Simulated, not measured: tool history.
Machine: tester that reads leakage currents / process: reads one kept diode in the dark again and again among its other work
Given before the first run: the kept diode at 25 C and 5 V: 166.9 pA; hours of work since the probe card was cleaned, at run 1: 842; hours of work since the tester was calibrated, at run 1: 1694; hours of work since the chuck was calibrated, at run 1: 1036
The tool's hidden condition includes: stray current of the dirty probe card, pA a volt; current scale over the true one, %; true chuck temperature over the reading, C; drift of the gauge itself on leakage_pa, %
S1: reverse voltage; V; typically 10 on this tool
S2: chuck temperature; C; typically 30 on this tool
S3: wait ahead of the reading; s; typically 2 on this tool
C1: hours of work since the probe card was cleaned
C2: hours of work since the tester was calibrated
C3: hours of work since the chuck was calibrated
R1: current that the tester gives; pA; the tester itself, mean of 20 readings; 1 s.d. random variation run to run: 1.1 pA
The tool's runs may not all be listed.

{"run": 1, "hour": 0.0, "S1": 10, "S2": 30, "S3": 2, "C1": 842, "C2": 1694, "C3": 1036, "R1": 322.61}
{"run": 2, "hour": 171.6, "S1": 10, "S2": 30, "S3": 2, "C1": 926, "C2": 1778, "C3": 1121, "R1": 323.13}
{"hour": 320.9, "done": "chuck's temperature calibrated"}
{"run": 3, "hour": 394.9, "S1": 10, "S2": 32, "S3": 2, "C1": 1036, "C2": 1888, "C3": 36, "R1": 431.59}
{"run": 4, "hour": 630.6, "S1": 10, "S2": 39, "S3": 2, "C1": 1152, "C2": 2004, "C3": 153, "R1": 699.98}
{"run": 5, "hour": 739.9, "S1": 10, "S2": 39, "S3": 2, "C1": 1206, "C2": 2058, "C3": 207, "R1": 699.69}
{"run": 6, "hour": 883.1, "S1": 10, "S2": 39, "S3": 2, "C1": 1276, "C2": 2128, "C3": 277, "R1": 690.09}
{"run": 7, "hour": 1034.3, "S1": 10, "S2": 39, "S3": 2, "C1": 1351, "C2": 2203, "C3": 352, "R1": 686.95}
{"run": 8, "hour": 1188.8, "S1": 3.2, "S2": 39, "S3": 2, "C1": 1427, "C2": 2279, "C3": 428, "R1": 358.18}
{"run": 9, "hour": 1359.7, "S1": 10, "S2": 30, "S3": 2, "C1": 1512, "C2": 2363, "C3": 512, "R1": 349.8}
{"run": 10, "hour": 1595.0, "S1": 10, "S2": 30, "S3": 0.31, "C1": 1628, "C2": 2480, "C3": 628, "R1": 351.59}
{"run": 11, "hour": 1739.7, "S1": 10, "S2": 30, "S3": 2, "C1": 1699, "C2": 2551, "C3": 700, "R1": 338.11}
{"run": 12, "hour": 1844.2, "S1": 10, "S2": 30, "S3": 2, "C1": 1751, "C2": 2603, "C3": 751, "R1": 339.6}
{"run": 13, "hour": 2041.7, "S1": 10, "S2": 30, "S3": 2, "C1": 1848, "C2": 2700, "C3": 849, "R1": 335.55}
{"run": 14, "hour": 2216.7, "S1": 10, "S2": 30, "S3": 2, "C1": 1934, "C2": 2786, "C3": 935, "R1": 331.67}
{"run": 15, "hour": 2352.2, "S1": 10, "S2": 33, "S3": 2, "C1": 2001, "C2": 2853, "C3": 1002, "R1": 411.81}
{"run": 16, "hour": 2550.6, "S1": 10, "S2": 30, "S3": 0.32, "C1": 2099, "C2": 2951, "C3": 1100, "R1": 335.67}
{"hour": 2735.9, "done": "chuck's temperature calibrated"}
{"run": 17, "hour": 2771.2, "S1": 3.1, "S2": 25, "S3": 5.15, "C1": 2207, "C2": 3059, "C3": 17, "R1": 129.96}
{"run": 18, "hour": 2871.4, "S1": 9, "S2": 21, "S3": 4.65, "C1": 2256, "C2": 3108, "C3": 67, "R1": 172.58}
{"run": 19, "hour": 3082.9, "S1": 9, "S2": 21, "S3": 4.65, "C1": 2361, "C2": 3213, "C3": 171, "R1": 170.46}
{"run": 20, "hour": 3276.1, "S1": 9, "S2": 21, "S3": 4.65, "C1": 2456, "C2": 3308, "C3": 266, "R1": 168.48}
{"run": 21, "hour": 3460.2, "S1": 9, "S2": 51, "S3": 4.28, "C1": 2547, "C2": 3399, "C3": 357, "R1": 1464.83}
{"run": 22, "hour": 3685.1, "S1": 2.4, "S2": 33, "S3": 1.53, "C1": 2658, "C2": 3510, "C3": 468, "R1": 195.99}
{"run": 23, "hour": 3849.7, "S1": 2.4, "S2": 24, "S3": 1.53, "C1": 2739, "C2": 3591, "C3": 549, "R1": 97.02}
{"run": 24, "hour": 4080.1, "S1": 11.6, "S2": 39, "S3": 0.33, "C1": 2852, "C2": 3704, "C3": 663, "R1": 719.02}
{"run": 25, "hour": 4307.7, "S1": 11.6, "S2": 39, "S3": 0.33, "C1": 2965, "C2": 3817, "C3": 775, "R1": 719.82}
{"run": 26, "hour": 4542.8, "S1": 3.1, "S2": 24, "S3": 8.15, "C1": 3081, "C2": 3933, "C3": 891, "R1": 107.09}
{"run": 27, "hour": 4714.0, "S1": 10, "S2": 30, "S3": 0.7, "C1": 3165, "C2": 4017, "C3": 976, "R1": 332.3}
{"run": 28, "hour": 4860.5, "S1": 3, "S2": 30, "S3": 4.36, "C1": 3237, "C2": 4089, "C3": 1048, "R1": 163.72}
{"hour": 4919.8, "done": "probe card cleaned and baked"}
{"run": 29, "hour": 4972.3, "S1": 3, "S2": 24, "S3": 0.69, "C1": 26, "C2": 4143, "C3": 1102, "R1": 103.18}
{"run": 30, "hour": 5103.5, "S1": 6.5, "S2": 30, "S3": 2, "C1": 91, "C2": 4208, "C3": 1166, "R1": 249.3}
{"hour": 5154.7, "done": "chuck's temperature calibrated"}
{"run": 31, "hour": 5351.4, "S1": 6.5, "S2": 34, "S3": 2.25, "C1": 212, "C2": 4329, "C3": 97, "R1": 388.21}
{"run": 32, "hour": 5501.1, "S1": 1.1, "S2": 29, "S3": 2.76, "C1": 286, "C2": 4403, "C3": 171, "R1": 98.03}

Selected run-to-run steps in R1, each split into two signed amounts: the part the tool would show with no hidden state at all (from settings, incoming material and random variation), and the remainder, which goes to the hidden state together with any gauge scatter not common to the measured and the hidden-state-free results:
Run 2 -> 3: S2 30 -> 32, chuck's temperature calibrated. R1 +108.46 pA: hidden state +49.09, all else +59.37.
Run 20 -> 21: S2 21 -> 51, S3 4.65 -> 4.28. R1 +1296.35 pA: hidden state -35.92, all else +1332.27.
Run 21 -> 22: S1 9 -> 2.4, S2 51 -> 33, S3 4.28 -> 1.53. R1 -1268.84 pA: hidden state +28.91, all else -1297.75.
Run 23 -> 24: S1 2.4 -> 11.6, S2 24 -> 39, S3 1.53 -> 0.33. R1 +622 pA: hidden state -40.55, all else +662.55.
Run 25 -> 26: S1 11.6 -> 3.1, S2 39 -> 24, S3 0.33 -> 8.15. R1 -612.73 pA: hidden state +45.55, all else -658.28.
Run 30 -> 31: S2 30 -> 34, S3 2 -> 2.25, chuck's temperature calibrated. R1 +138.91 pA: hidden state +42.07, all else +96.84.
